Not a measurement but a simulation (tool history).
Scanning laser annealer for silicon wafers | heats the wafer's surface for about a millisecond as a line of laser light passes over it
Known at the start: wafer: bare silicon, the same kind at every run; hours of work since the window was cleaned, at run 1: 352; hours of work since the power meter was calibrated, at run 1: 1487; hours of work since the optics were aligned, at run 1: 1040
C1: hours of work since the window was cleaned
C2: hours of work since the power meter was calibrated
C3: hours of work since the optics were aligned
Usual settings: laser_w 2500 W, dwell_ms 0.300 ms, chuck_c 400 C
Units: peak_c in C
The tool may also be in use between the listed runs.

{"run": 1, "hour": 0.0, "laser_w": 2500, "dwell_ms": 0.3, "chuck_c": 400, "C1": 352, "C2": 1487, "C3": 1040, "peak_c": 1083}
{"run": 2, "hour": 34.5, "laser_w": 2500, "dwell_ms": 0.3, "chuck_c": 400, "C1": 379, "C2": 1515, "C3": 1067, "peak_c": 1082}
{"run": 3, "hour": 57.0, "laser_w": 2354, "dwell_ms": 0.3, "chuck_c": 400, "C1": 397, "C2": 1532, "C3": 1085, "peak_c": 1031}
{"run": 4, "hour": 100.9, "laser_w": 2716, "dwell_ms": 0.3, "chuck_c": 400, "C1": 431, "C2": 1567, "C3": 1119, "peak_c": 1158}
{"run": 5, "hour": 139.3, "laser_w": 2716, "dwell_ms": 0.3, "chuck_c": 400, "C1": 461, "C2": 1597, "C3": 1149, "peak_c": 1155}
{"run": 6, "hour": 183.5, "laser_w": 2500, "dwell_ms": 0.3, "chuck_c": 400, "C1": 496, "C2": 1632, "C3": 1184, "peak_c": 1079}
{"run": 7, "hour": 206.9, "laser_w": 2500, "dwell_ms": 0.3, "chuck_c": 400, "C1": 514, "C2": 1650, "C3": 1202, "peak_c": 1077}
{"run": 8, "hour": 230.8, "laser_w": 2500, "dwell_ms": 0.3, "chuck_c": 400, "C1": 533, "C2": 1669, "C3": 1221, "peak_c": 1075}
{"run": 9, "hour": 267.5, "laser_w": 2146, "dwell_ms": 0.3, "chuck_c": 400, "C1": 562, "C2": 1698, "C3": 1250, "peak_c": 953}
{"run": 10, "hour": 296.6, "laser_w": 2146, "dwell_ms": 0.3, "chuck_c": 400, "C1": 585, "C2": 1720, "C3": 1273, "peak_c": 952}
{"run": 11, "hour": 324.7, "laser_w": 2146, "dwell_ms": 0.3, "chuck_c": 400, "C1": 607, "C2": 1742, "C3": 1295, "peak_c": 951}
{"run": 12, "hour": 346.8, "laser_w": 2146, "dwell_ms": 0.3, "chuck_c": 400, "C1": 624, "C2": 1760, "C3": 1312, "peak_c": 950}
{"run": 13, "hour": 386.4, "laser_w": 2500, "dwell_ms": 0.272, "chuck_c": 400, "C1": 655, "C2": 1791, "C3": 1343, "peak_c": 1038}
{"run": 14, "hour": 412.1, "laser_w": 2377, "dwell_ms": 0.272, "chuck_c": 400, "C1": 675, "C2": 1811, "C3": 1364, "peak_c": 997}
{"run": 15, "hour": 432.4, "laser_w": 2377, "dwell_ms": 0.272, "chuck_c": 400, "C1": 691, "C2": 1827, "C3": 1380, "peak_c": 996}
{"run": 16, "hour": 457.0, "laser_w": 2500, "dwell_ms": 0.3, "chuck_c": 400, "C1": 711, "C2": 1846, "C3": 1399, "peak_c": 1064}
{"run": 17, "hour": 504.2, "laser_w": 2500, "dwell_ms": 0.3, "chuck_c": 400, "C1": 748, "C2": 1883, "C3": 1436, "peak_c": 1065}
{"run": 18, "hour": 538.1, "laser_w": 2500, "dwell_ms": 0.3, "chuck_c": 400, "C1": 774, "C2": 1910, "C3": 1463, "peak_c": 1063}
{"hour": 545.4, "done": "optics aligned, line set to its width"}
{"run": 19, "hour": 580.6, "laser_w": 2500, "dwell_ms": 0.3, "chuck_c": 400, "C1": 804, "C2": 1940, "C3": 28, "peak_c": 1089}
{"run": 20, "hour": 604.5, "laser_w": 2153, "dwell_ms": 0.3, "chuck_c": 400, "C1": 823, "C2": 1958, "C3": 46, "peak_c": 964}
{"run": 21, "hour": 651.5, "laser_w": 2270, "dwell_ms": 0.297, "chuck_c": 379, "C1": 860, "C2": 1995, "C3": 83, "peak_c": 978}
{"run": 22, "hour": 699.0, "laser_w": 2270, "dwell_ms": 0.297, "chuck_c": 360, "C1": 897, "C2": 2033, "C3": 121, "peak_c": 957}
{"hour": 744.8, "done": "window over the wafer cleaned"}
{"run": 23, "hour": 748.5, "laser_w": 2500, "dwell_ms": 0.278, "chuck_c": 434, "C1": 3, "C2": 2070, "C3": 158, "peak_c": 1122}
{"run": 24, "hour": 774.1, "laser_w": 2300, "dwell_ms": 0.214, "chuck_c": 437, "C1": 23, "C2": 2090, "C3": 178, "peak_c": 974}
{"run": 25, "hour": 806.0, "laser_w": 2300, "dwell_ms": 0.214, "chuck_c": 437, "C1": 48, "C2": 2115, "C3": 203, "peak_c": 975}
{"run": 26, "hour": 836.1, "laser_w": 2199, "dwell_ms": 0.252, "chuck_c": 363, "C1": 72, "C2": 2139, "C3": 227, "peak_c": 913}
{"run": 27, "hour": 883.6, "laser_w": 2199, "dwell_ms": 0.252, "chuck_c": 363, "C1": 109, "C2": 2176, "C3": 264, "peak_c": 913}
{"run": 28, "hour": 930.3, "laser_w": 2239, "dwell_ms": 0.33, "chuck_c": 363, "C1": 146, "C2": 2213, "C3": 301, "peak_c": 1008}
{"run": 29, "hour": 965.3, "laser_w": 2239, "dwell_ms": 0.33, "chuck_c": 423, "C1": 173, "C2": 2240, "C3": 328, "peak_c": 1064}
{"run": 30, "hour": 998.3, "laser_w": 2531, "dwell_ms": 0.33, "chuck_c": 423, "C1": 199, "C2": 2266, "C3": 354, "peak_c": 1178}
{"run": 31, "hour": 1033.9, "laser_w": 2531, "dwell_ms": 0.33, "chuck_c": 423, "C1": 227, "C2": 2294, "C3": 382, "peak_c": 1171}
{"run": 32, "hour": 1074.4, "laser_w": 2558, "dwell_ms": 0.274, "chuck_c": 409, "C1": 259, "C2": 2326, "C3": 414, "peak_c": 1099}
{"run": 33, "hour": 1105.0, "laser_w": 2277, "dwell_ms": 0.274, "chuck_c": 409, "C1": 283, "C2": 2350, "C3": 438, "peak_c": 1000}
{"run": 34, "hour": 1149.0, "laser_w": 2277, "dwell_ms": 0.274, "chuck_c": 368, "C1": 317, "C2": 2384, "C3": 473, "peak_c": 958}
{"run": 35, "hour": 1187.9, "laser_w": 2331, "dwell_ms": 0.297, "chuck_c": 400, "C1": 348, "C2": 2415, "C3": 503, "peak_c": 1030}
{"run": 36, "hour": 1217.8, "laser_w": 2331, "dwell_ms": 0.297, "chuck_c": 400, "C1": 372, "C2": 2438, "C3": 527, "peak_c": 1031}
{"run": 37, "hour": 1239.2, "laser_w": 2409, "dwell_ms": 0.3, "chuck_c": 435, "C1": 388, "C2": 2455, "C3": 543, "peak_c": 1094}
{"run": 38, "hour": 1263.8, "laser_w": 2500, "dwell_ms": 0.3, "chuck_c": 383, "C1": 408, "C2": 2475, "C3": 563, "peak_c": 1072}
{"run": 39, "hour": 1302.2, "laser_w": 2500, "dwell_ms": 0.3, "chuck_c": 383, "C1": 438, "C2": 2505, "C3": 593, "peak_c": 1077}
{"run": 40, "hour": 1349.7, "laser_w": 2701, "dwell_ms": 0.371, "chuck_c": 399, "C1": 475, "C2": 2542, "C3": 630, "peak_c": 1250}

Hidden state at the last listed run before each entry between runs and at the first one after, where it differs:
Between runs 18 and 19: optics aligned, line set to its width (hour 545.4)
  light that passes the window, % of a clean one's: 96.63 -> 96.51; laser's true power over the reading, %: 0.66 -> 0.67; width of the line over the set one, %: 5.34 -> 0.36
  measured less the result without the state, peak_c: -53 -> -28 C
Between runs 22 and 23: window over the wafer cleaned (hour 744.8)
  light that passes the window, % of a clean one's: 96.1 -> 99.73; laser's true power over the reading, %: 0.7 -> 0.71; width of the line over the set one, %: 0.69 -> 0.82
  measured less the result without the state, peak_c: -29 -> +0 C

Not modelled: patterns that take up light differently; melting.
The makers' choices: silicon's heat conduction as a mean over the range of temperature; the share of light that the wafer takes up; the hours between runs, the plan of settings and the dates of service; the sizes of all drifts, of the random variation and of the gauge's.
